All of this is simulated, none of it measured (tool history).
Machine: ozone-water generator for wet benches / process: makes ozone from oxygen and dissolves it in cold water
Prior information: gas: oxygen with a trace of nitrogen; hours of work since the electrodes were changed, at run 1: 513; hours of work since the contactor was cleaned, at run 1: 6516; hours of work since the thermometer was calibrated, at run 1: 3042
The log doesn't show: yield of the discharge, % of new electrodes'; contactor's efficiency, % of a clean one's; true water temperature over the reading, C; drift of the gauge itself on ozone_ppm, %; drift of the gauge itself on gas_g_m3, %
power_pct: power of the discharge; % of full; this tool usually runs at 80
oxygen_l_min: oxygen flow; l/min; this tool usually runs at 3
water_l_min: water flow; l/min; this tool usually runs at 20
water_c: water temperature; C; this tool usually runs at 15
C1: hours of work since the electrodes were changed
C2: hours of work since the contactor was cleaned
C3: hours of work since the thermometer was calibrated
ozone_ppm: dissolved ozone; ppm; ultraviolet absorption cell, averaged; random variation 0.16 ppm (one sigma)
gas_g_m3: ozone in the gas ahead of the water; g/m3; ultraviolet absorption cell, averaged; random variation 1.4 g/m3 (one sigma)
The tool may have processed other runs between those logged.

run 1 hour=0 | power_pct=80 oxygen_l_min=3 water_l_min=20 water_c=15 | C1=513 C2=6516 C3=3042 | ozone_ppm=19.9 gas_g_m3=258.8
run 2 hour=43.8 | power_pct=80 oxygen_l_min=3 water_l_min=20 water_c=15 | C1=546 C2=6549 C3=3074 | ozone_ppm=19.4 gas_g_m3=257.4
run 3 hour=101.2 | power_pct=80 oxygen_l_min=3 water_l_min=20 water_c=15 | C1=589 C2=6592 C3=3117 | ozone_ppm=19.9 gas_g_m3=259.1
run 4 hour=155.9 | power_pct=53 oxygen_l_min=3 water_l_min=20 water_c=15 | C1=630 C2=6633 C3=3158 | ozone_ppm=13.8 gas_g_m3=179.4
run 5 hour=199.9 | power_pct=53 oxygen_l_min=3 water_l_min=20 water_c=15 | C1=663 C2=6666 C3=3191 | ozone_ppm=13.6 gas_g_m3=176
run 6 hour=252.2 | power_pct=53 oxygen_l_min=3 water_l_min=20 water_c=15 | C1=702 C2=6705 C3=3230 | ozone_ppm=13.5 gas_g_m3=177.4
run 7 hour=285.9 | power_pct=53 oxygen_l_min=3 water_l_min=20 water_c=15 | C1=727 C2=6730 C3=3256 | ozone_ppm=13.5 gas_g_m3=177.7
run 8 hour=324.4 | power_pct=53 oxygen_l_min=3 water_l_min=20 water_c=15 | C1=756 C2=6759 C3=3284 | ozone_ppm=13.5 gas_g_m3=177.1
run 9 hour=392.2 | power_pct=53 oxygen_l_min=3 water_l_min=20 water_c=15 | C1=807 C2=6810 C3=3335 | ozone_ppm=13.5 gas_g_m3=175.9
run 10 hour=434.2 | power_pct=53 oxygen_l_min=3 water_l_min=20 water_c=15 | C1=838 C2=6841 C3=3366 | ozone_ppm=13.6 gas_g_m3=175.7
run 11 hour=466.7 | power_pct=53 oxygen_l_min=3 water_l_min=20 water_c=15 | C1=862 C2=6865 C3=3391 | ozone_ppm=13.4 gas_g_m3=177.1
run 12 hour=516 | power_pct=80 oxygen_l_min=3.02 water_l_min=13 water_c=15 | C1=899 C2=6902 C3=3428 | ozone_ppm=28.2 gas_g_m3=254.4
-- hour=553.2 water thermometer calibrated
-- hour=589.3 contactor cleaned
run 13 hour=589.3 | power_pct=70 oxygen_l_min=3 water_l_min=18 water_c=15 | C1=951 C2=0 C3=24 | ozone_ppm=20.7 gas_g_m3=225.3
run 14 hour=653 | power_pct=80 oxygen_l_min=2.07 water_l_min=20 water_c=23 | C1=998 C2=48 C3=72 | ozone_ppm=17.9 gas_g_m3=302
run 15 hour=707.2 | power_pct=80 oxygen_l_min=2.31 water_l_min=20 water_c=7 | C1=1039 C2=88 C3=112 | ozone_ppm=20.7 gas_g_m3=285.6
run 16 hour=767.3 | power_pct=80 oxygen_l_min=2.31 water_l_min=20 water_c=7 | C1=1084 C2=133 C3=157 | ozone_ppm=20.9 gas_g_m3=286.6
run 17 hour=823.4 | power_pct=78 oxygen_l_min=2.4 water_l_min=16 water_c=15 | C1=1126 C2=175 C3=199 | ozone_ppm=23.2 gas_g_m3=274.3
run 18 hour=866.6 | power_pct=78 oxygen_l_min=2.4 water_l_min=16 water_c=15 | C1=1158 C2=207 C3=231 | ozone_ppm=23.3 gas_g_m3=273.7
run 19 hour=909.4 | power_pct=55 oxygen_l_min=4.65 water_l_min=30 water_c=7 | C1=1190 C2=239 C3=263 | ozone_ppm=12.4 gas_g_m3=148.6
run 20 hour=971.3 | power_pct=80 oxygen_l_min=1.55 water_l_min=20 water_c=9 | C1=1236 C2=286 C3=310 | ozone_ppm=17.5 gas_g_m3=341.1
run 21 hour=1017.9 | power_pct=64 oxygen_l_min=2.2 water_l_min=20 water_c=8 | C1=1271 C2=321 C3=345 | ozone_ppm=16.8 gas_g_m3=238.4
run 22 hour=1051.1 | power_pct=64 oxygen_l_min=2.2 water_l_min=20 water_c=8 | C1=1296 C2=345 C3=369 | ozone_ppm=16.5 gas_g_m3=238.8

What if the next run were any one of these 5? Each begins from the tool's condition after run 22:
run A hour=1112.5 | power_pct=64 oxygen_l_min=1.74 water_l_min=19 water_c=8 | C1=1342 C2=391 C3=415 | ozone_ppm=? gas_g_m3=?
run B hour=1112.5 | power_pct=93 oxygen_l_min=2.2 water_l_min=20 water_c=8 | C1=1342 C2=391 C3=415 | ozone_ppm=? gas_g_m3=?
run C hour=1112.5 | power_pct=95 oxygen_l_min=2.2 water_l_min=21 water_c=12 | C1=1342 C2=391 C3=415 | ozone_ppm=? gas_g_m3=?
run D hour=1112.5 | power_pct=51 oxygen_l_min=3 water_l_min=21 water_c=7 | C1=1342 C2=391 C3=415 | ozone_ppm=? gas_g_m3=?
run E hour=1112.5 | power_pct=91 oxygen_l_min=2.47 water_l_min=20 water_c=15 | C1=1342 C2=391 C3=415 | ozone_ppm=? gas_g_m3=?

run=A ozone_ppm=16.1 gas_g_m3=265
run=B ozone_ppm=22.9 gas_g_m3=329.5
run=C ozone_ppm=21.8 gas_g_m3=337.1
run=D ozone_ppm=14.3 gas_g_m3=169.8
run=E ozone_ppm=22.2 gas_g_m3=312.9
With no hidden state in the tool, these same runs would have given:
run=A ozone_ppm=16.6 gas_g_m3=271.6
run=B ozone_ppm=23.8 gas_g_m3=340.7
run=C ozone_ppm=22.6 gas_g_m3=348.7
run=D ozone_ppm=14.6 gas_g_m3=173.1
run=E ozone_ppm=23 gas_g_m3=323.3

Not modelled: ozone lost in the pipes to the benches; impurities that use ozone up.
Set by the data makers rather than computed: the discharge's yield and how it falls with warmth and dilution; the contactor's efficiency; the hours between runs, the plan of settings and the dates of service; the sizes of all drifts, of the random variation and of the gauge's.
